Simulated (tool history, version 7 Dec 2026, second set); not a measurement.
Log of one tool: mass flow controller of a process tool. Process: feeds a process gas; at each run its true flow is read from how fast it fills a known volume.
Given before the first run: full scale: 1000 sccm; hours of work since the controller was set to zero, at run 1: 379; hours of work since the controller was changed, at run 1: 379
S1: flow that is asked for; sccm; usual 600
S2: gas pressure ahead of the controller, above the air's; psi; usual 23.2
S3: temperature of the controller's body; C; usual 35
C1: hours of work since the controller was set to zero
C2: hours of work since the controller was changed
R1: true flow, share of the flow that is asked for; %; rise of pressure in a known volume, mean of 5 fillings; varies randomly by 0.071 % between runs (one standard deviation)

{"run": 1, "hour": 0.0, "S1": 600, "S2": 23.2, "S3": 35, "C1": 379, "C2": 379, "R1": 100.32}
{"run": 2, "hour": 356.1, "S1": 600, "S2": 23.2, "S3": 35, "C1": 503, "C2": 503, "R1": 100.46}
{"run": 3, "hour": 596.5, "S1": 600, "S2": 23.2, "S3": 35, "C1": 586, "C2": 586, "R1": 100.49}
{"run": 4, "hour": 874.3, "S1": 600, "S2": 23.2, "S3": 35, "C1": 682, "C2": 682, "R1": 100.44}
{"run": 5, "hour": 1038.5, "S1": 600, "S2": 23.2, "S3": 35, "C1": 739, "C2": 739, "R1": 100.64}
{"run": 6, "hour": 1293.2, "S1": 600, "S2": 23.2, "S3": 35, "C1": 828, "C2": 828, "R1": 100.74}
{"run": 7, "hour": 1536.1, "S1": 600, "S2": 23.2, "S3": 35, "C1": 912, "C2": 912, "R1": 100.7}
{"run": 8, "hour": 1747.1, "S1": 600, "S2": 23.2, "S3": 35, "C1": 985, "C2": 985, "R1": 100.77}
{"run": 9, "hour": 1970.5, "S1": 600, "S2": 23.2, "S3": 35, "C1": 1062, "C2": 1062, "R1": 100.93}
{"run": 10, "hour": 2159.7, "S1": 792, "S2": 36.8, "S3": 23, "C1": 1128, "C2": 1128, "R1": 99.62}
{"hour": 2180.7, "done": "controller's zero set anew"}
{"run": 11, "hour": 2313.6, "S1": 600, "S2": 25.5, "S3": 35, "C1": 46, "C2": 1181, "R1": 101}
{"run": 12, "hour": 2459.0, "S1": 600, "S2": 25.5, "S3": 35, "C1": 97, "C2": 1232, "R1": 101.18}
{"run": 13, "hour": 2749.1, "S1": 471, "S2": 25.5, "S3": 35, "C1": 197, "C2": 1332, "R1": 101.27}
{"run": 14, "hour": 3083.0, "S1": 209, "S2": 21.9, "S3": 35, "C1": 313, "C2": 1448, "R1": 102.52}
{"run": 15, "hour": 3411.3, "S1": 600, "S2": 37.9, "S3": 35, "C1": 427, "C2": 1562, "R1": 100.71}
{"run": 16, "hour": 3772.3, "S1": 193, "S2": 23.2, "S3": 36, "C1": 552, "C2": 1687, "R1": 103.22}
{"hour": 3798.9, "done": "controller's zero set anew, once more"}
{"run": 17, "hour": 3953.7, "S1": 628, "S2": 39.3, "S3": 35, "C1": 54, "C2": 1750, "R1": 99.65}
{"run": 18, "hour": 4142.0, "S1": 100, "S2": 39.3, "S3": 27, "C1": 119, "C2": 1815, "R1": 98.15}

Some steps in R1, run to run, broken into two amounts with sign: the step expected even without the hidden condition (settings, incoming material, random variation), and the rest, left for the hidden condition together with whatever gauge scatter is not in both the measured and the hidden-condition-free result:
Hidden state at play: flow at rest that the sensor doesn't see, % of full scale; true flow over the shown one, %; drift of the gauge itself on true_pct, %.
Run 16 -> 17: S1 193 -> 628, S2 23.2 -> 39.3, S3 36 -> 35, controller's zero set anew, once more. R1 -3.57 %: hidden state -3.86, all else +0.29.

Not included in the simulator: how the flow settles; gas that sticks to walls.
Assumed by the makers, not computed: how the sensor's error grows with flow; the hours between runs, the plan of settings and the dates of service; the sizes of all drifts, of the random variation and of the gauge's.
